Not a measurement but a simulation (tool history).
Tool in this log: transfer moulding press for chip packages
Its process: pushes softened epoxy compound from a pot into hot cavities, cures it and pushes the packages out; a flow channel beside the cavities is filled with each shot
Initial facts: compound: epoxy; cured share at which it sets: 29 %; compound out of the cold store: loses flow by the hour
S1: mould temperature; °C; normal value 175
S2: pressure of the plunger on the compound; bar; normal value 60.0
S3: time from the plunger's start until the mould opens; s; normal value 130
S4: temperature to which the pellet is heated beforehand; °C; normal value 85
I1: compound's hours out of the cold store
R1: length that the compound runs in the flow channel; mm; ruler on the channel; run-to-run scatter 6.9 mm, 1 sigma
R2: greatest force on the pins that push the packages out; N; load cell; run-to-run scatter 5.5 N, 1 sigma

| run | hour | S1 | S2 | S3 | S4 | I1 | R1 | R2 |
|---|---|---|---|---|---|---|---|---|
| 1 | 0.0 | 175 | 60.0 | 130 | 85 | 29.9 | 676 | 351 |
| 2 | 4.8 | 175 | 60.0 | 130 | 94 | 43.2 | 636 | 348 |
| 3 | 13.2 | 176 | 60.0 | 130 | 85 | 10.5 | 768 | 346 |
| 4 | 21.3 | 175 | 60.0 | 130 | 84 | 8.9 | 756 | 345 |
| 5 | 28.3 | 175 | 60.0 | 130 | 77 | 26.2 | 696 | 358 |
| 6 | 34.2 | 175 | 60.0 | 130 | 77 | 25.9 | 693 | 372 |
|  | 36.3 | cavities cleaned with cleaning compound and waxed |
| 7 | 44.3 | 175 | 60.0 | 130 | 77 | 20.5 | 704 | 222 |
| 8 | 50.5 | 175 | 60.0 | 130 | 85 | 19.3 | 709 | 240 |
| 9 | 58.4 | 175 | 60.0 | 130 | 85 | 17.3 | 716 | 247 |
| 10 | 63.6 | 175 | 60.0 | 130 | 85 | 45.4 | 626 | 269 |
| 11 | 70.2 | 180 | 60.0 | 130 | 85 | 20.1 | 710 | 260 |
| 12 | 78.5 | 180 | 60.0 | 130 | 85 | 40.3 | 633 | 274 |
| 13 | 85.5 | 174 | 60.0 | 130 | 85 | 8.4 | 766 | 314 |
| 14 | 94.2 | 169 | 70.9 | 142 | 94 | 23.6 | 775 | 350 |
| 15 | 102.4 | 171 | 68.8 | 162 | 85 | 8.8 | 804 | 326 |
| 16 | 112.0 | 176 | 60.0 | 130 | 85 | 30.5 | 669 | 341 |
| 17 | 118.9 | 175 | 61.3 | 130 | 85 | 18.2 | 715 | 342 |
| 18 | 123.9 | 172 | 60.0 | 144 | 94 | 29.2 | 674 | 349 |
| 19 | 128.0 | 175 | 72.2 | 169 | 85 | 47.3 | 671 | 326 |
| 20 | 134.1 | 172 | 48.1 | 143 | 77 | 40.1 | 573 | 340 |
| 21 | 143.4 | 175 | 60.0 | 130 | 85 | 18.1 | 712 | 357 |
| 22 | 148.2 | 172 | 60.0 | 130 | 76 | 38.8 | 639 | 373 |
|  | 151.5 | cavities cleaned with cleaning compound and waxed |
| 23 | 159.3 | 176 | 53.0 | 168 | 92 | 36.1 | 591 | 202 |
| 24 | 164.1 | 182 | 55.5 | 118 | 76 | 34.7 | 622 | 213 |
| 25 | 170.2 | 182 | 55.5 | 118 | 76 | 9.6 | 715 | 233 |

Per-run results on a tool with no hidden state, each run keeping its own random variation:
The tool's hidden condition here consists of: true mould temperature over the reading, C; pressure that reaches the compound, % of what is set; grip of the stained cavities, % over clean ones'; drift of the gauge itself on flow_mm, %; drift of the gauge itself on push_out_n, %.
| run | R1 | R2 |
|---|---|---|
| 1 | 698 | 192 |
| 2 | 657 | 189 |
| 3 | 793 | 183 |
| 4 | 783 | 180 |
| 5 | 720 | 188 |
| 6 | 718 | 197 |
| 7 | 730 | 192 |
| 8 | 736 | 190 |
| 9 | 744 | 178 |
| 10 | 650 | 188 |
| 11 | 738 | 172 |
| 12 | 659 | 173 |
| 13 | 798 | 190 |
| 14 | 808 | 205 |
| 15 | 839 | 185 |
| 16 | 699 | 192 |
| 17 | 748 | 187 |
| 18 | 705 | 188 |
| 19 | 702 | 174 |
| 20 | 601 | 176 |
| 21 | 746 | 186 |
| 22 | 671 | 191 |
| 23 | 621 | 177 |
| 24 | 654 | 172 |
| 25 | 752 | 175 |
